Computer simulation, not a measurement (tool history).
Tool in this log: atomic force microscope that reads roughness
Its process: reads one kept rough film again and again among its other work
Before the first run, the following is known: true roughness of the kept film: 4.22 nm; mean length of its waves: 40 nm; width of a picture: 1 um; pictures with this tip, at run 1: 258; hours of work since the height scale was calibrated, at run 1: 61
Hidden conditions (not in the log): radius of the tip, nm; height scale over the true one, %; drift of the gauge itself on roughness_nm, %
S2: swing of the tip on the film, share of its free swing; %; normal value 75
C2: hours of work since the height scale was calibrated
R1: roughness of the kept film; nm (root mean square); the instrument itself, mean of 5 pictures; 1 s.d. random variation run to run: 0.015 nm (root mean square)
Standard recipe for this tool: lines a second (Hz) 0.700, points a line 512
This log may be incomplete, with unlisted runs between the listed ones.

run 1 day=0.000 | lines_a_second_(Hz)=0.700 S2=75 points_a_line=512 | pictures_with_this_tip=258 C2=61 | R1=3.114
run 2 day=0.396 | lines_a_second_(Hz)=0.700 S2=75 points_a_line=512 | pictures_with_this_tip=267 C2=65 | R1=3.098
run 3 day=0.588 | lines_a_second_(Hz)=0.700 S2=75 points_a_line=512 | pictures_with_this_tip=271 C2=67 | R1=3.073
run 4 day=0.800 | lines_a_second_(Hz)=0.700 S2=75 points_a_line=617 | pictures_with_this_tip=276 C2=69 | R1=3.090
run 5 day=1.038 | lines_a_second_(Hz)=0.700 S2=75 points_a_line=617 | pictures_with_this_tip=282 C2=72 | R1=3.064
run 6 day=1.471 | lines_a_second_(Hz)=0.925 S2=75 points_a_line=617 | pictures_with_this_tip=292 C2=76 | R1=3.038
run 7 day=1.692 | lines_a_second_(Hz)=0.700 S2=75 points_a_line=512 | pictures_with_this_tip=297 C2=78 | R1=3.029
run 8 day=1.900 | lines_a_second_(Hz)=0.700 S2=75 points_a_line=512 | pictures_with_this_tip=302 C2=81 | R1=3.009
run 9 day=2.121 | lines_a_second_(Hz)=0.700 S2=78 points_a_line=512 | pictures_with_this_tip=307 C2=83 | R1=2.990
run 10 day=2.404 | lines_a_second_(Hz)=1.519 S2=78 points_a_line=512 | pictures_with_this_tip=313 C2=86 | R1=2.881
-- day=2.533 new tip fitted
run 11 day=2.762 | lines_a_second_(Hz)=1.519 S2=78 points_a_line=512 | pictures_with_this_tip=5 C2=89 | R1=3.582
run 12 day=3.108 | lines_a_second_(Hz)=1.519 S2=78 points_a_line=512 | pictures_with_this_tip=13 C2=93 | R1=3.533
run 13 day=3.412 | lines_a_second_(Hz)=0.700 S2=75 points_a_line=512 | pictures_with_this_tip=20 C2=96 | R1=3.646
run 14 day=3.754 | lines_a_second_(Hz)=0.700 S2=75 points_a_line=512 | pictures_with_this_tip=28 C2=100 | R1=3.651
run 15 day=4.008 | lines_a_second_(Hz)=0.700 S2=75 points_a_line=891 | pictures_with_this_tip=34 C2=102 | R1=3.628
run 16 day=4.333 | lines_a_second_(Hz)=0.700 S2=75 points_a_line=891 | pictures_with_this_tip=41 C2=106 | R1=3.622
run 17 day=4.633 | lines_a_second_(Hz)=0.700 S2=75 points_a_line=891 | pictures_with_this_tip=48 C2=109 | R1=3.577
run 18 day=4.917 | lines_a_second_(Hz)=0.700 S2=85 points_a_line=512 | pictures_with_this_tip=55 C2=112 | R1=3.517
run 19 day=5.288 | lines_a_second_(Hz)=0.700 S2=85 points_a_line=512 | pictures_with_this_tip=63 C2=116 | R1=3.486
run 20 day=5.525 | lines_a_second_(Hz)=0.700 S2=85 points_a_line=512 | pictures_with_this_tip=69 C2=118 | R1=3.455
run 21 day=5.804 | lines_a_second_(Hz)=0.700 S2=85 points_a_line=512 | pictures_with_this_tip=75 C2=121 | R1=3.461
run 22 day=6.204 | lines_a_second_(Hz)=0.700 S2=73 points_a_line=512 | pictures_with_this_tip=85 C2=125 | R1=3.480
run 23 day=6.392 | lines_a_second_(Hz)=0.700 S2=75 points_a_line=512 | pictures_with_this_tip=89 C2=127 | R1=3.469
run 24 day=6.825 | lines_a_second_(Hz)=1.957 S2=75 points_a_line=512 | pictures_with_this_tip=99 C2=132 | R1=3.293
run 25 day=7.246 | lines_a_second_(Hz)=1.957 S2=75 points_a_line=512 | pictures_with_this_tip=109 C2=136 | R1=3.282
run 26 day=7.467 | lines_a_second_(Hz)=0.546 S2=75 points_a_line=546 | pictures_with_this_tip=114 C2=139 | R1=3.445
run 27 day=7.667 | lines_a_second_(Hz)=3.041 S2=57 points_a_line=427 | pictures_with_this_tip=118 C2=141 | R1=3.379
run 28 day=7.983 | lines_a_second_(Hz)=0.700 S2=75 points_a_line=458 | pictures_with_this_tip=126 C2=144 | R1=3.401
run 29 day=8.338 | lines_a_second_(Hz)=0.700 S2=75 points_a_line=458 | pictures_with_this_tip=134 C2=148 | R1=3.361
run 30 day=8.650 | lines_a_second_(Hz)=0.700 S2=75 points_a_line=458 | pictures_with_this_tip=141 C2=151 | R1=3.368
run 31 day=8.888 | lines_a_second_(Hz)=0.700 S2=75 points_a_line=407 | pictures_with_this_tip=147 C2=153 | R1=3.340
run 32 day=9.175 | lines_a_second_(Hz)=3.946 S2=79 points_a_line=575 | pictures_with_this_tip=153 C2=156 | R1=2.915
run 33 day=9.367 | lines_a_second_(Hz)=0.954 S2=79 points_a_line=575 | pictures_with_this_tip=158 C2=158 | R1=3.249
run 34 day=9.612 | lines_a_second_(Hz)=0.954 S2=79 points_a_line=575 | pictures_with_this_tip=163 C2=161 | R1=3.240
run 35 day=9.812 | lines_a_second_(Hz)=1.084 S2=76 points_a_line=304 | pictures_with_this_tip=168 C2=163 | R1=3.208
run 36 day=10.008 | lines_a_second_(Hz)=1.861 S2=59 points_a_line=422 | pictures_with_this_tip=172 C2=165 | R1=3.260
run 37 day=10.388 | lines_a_second_(Hz)=1.861 S2=59 points_a_line=422 | pictures_with_this_tip=181 C2=169 | R1=3.239
run 38 day=10.629 | lines_a_second_(Hz)=2.563 S2=57 points_a_line=422 | pictures_with_this_tip=187 C2=172 | R1=3.223
run 39 day=10.946 | lines_a_second_(Hz)=2.563 S2=57 points_a_line=422 | pictures_with_this_tip=194 C2=175 | R1=3.200
run 40 day=11.296 | lines_a_second_(Hz)=2.265 S2=60 points_a_line=422 | pictures_with_this_tip=202 C2=179 | R1=3.201
run 41 day=11.542 | lines_a_second_(Hz)=2.265 S2=60 points_a_line=422 | pictures_with_this_tip=208 C2=181 | R1=3.174
run 42 day=11.971 | lines_a_second_(Hz)=2.265 S2=60 points_a_line=422 | pictures_with_this_tip=218 C2=186 | R1=3.159
run 43 day=12.375 | lines_a_second_(Hz)=2.265 S2=60 points_a_line=422 | pictures_with_this_tip=227 C2=190 | R1=3.145
run 44 day=12.796 | lines_a_second_(Hz)=2.265 S2=60 points_a_line=422 | pictures_with_this_tip=237 C2=194 | R1=3.099
run 45 day=13.075 | lines_a_second_(Hz)=0.509 S2=62 points_a_line=575 | pictures_with_this_tip=243 C2=197 | R1=3.199
run 46 day=13.371 | lines_a_second_(Hz)=0.509 S2=62 points_a_line=575 | pictures_with_this_tip=250 C2=200 | R1=3.179
run 47 day=13.762 | lines_a_second_(Hz)=3.396 S2=58 points_a_line=267 | pictures_with_this_tip=259 C2=204 | R1=3.022
run 48 day=14.075 | lines_a_second_(Hz)=3.293 S2=57 points_a_line=330 | pictures_with_this_tip=266 C2=208 | R1=3.043
run 49 day=14.479 | lines_a_second_(Hz)=0.502 S2=89 points_a_line=365 | pictures_with_this_tip=276 C2=212 | R1=3.029

Take each entry between the runs: how does the hidden state at the last listed run before it differ from the hidden state at the first listed run after it?
Run 10 -> run 11: new tip fitted (day 2.533)
  radius of the tip, nm: 35.3 -> 10.5
  measured minus no-state result, R1: -0.691 -> -0.020 nm (root mean square)
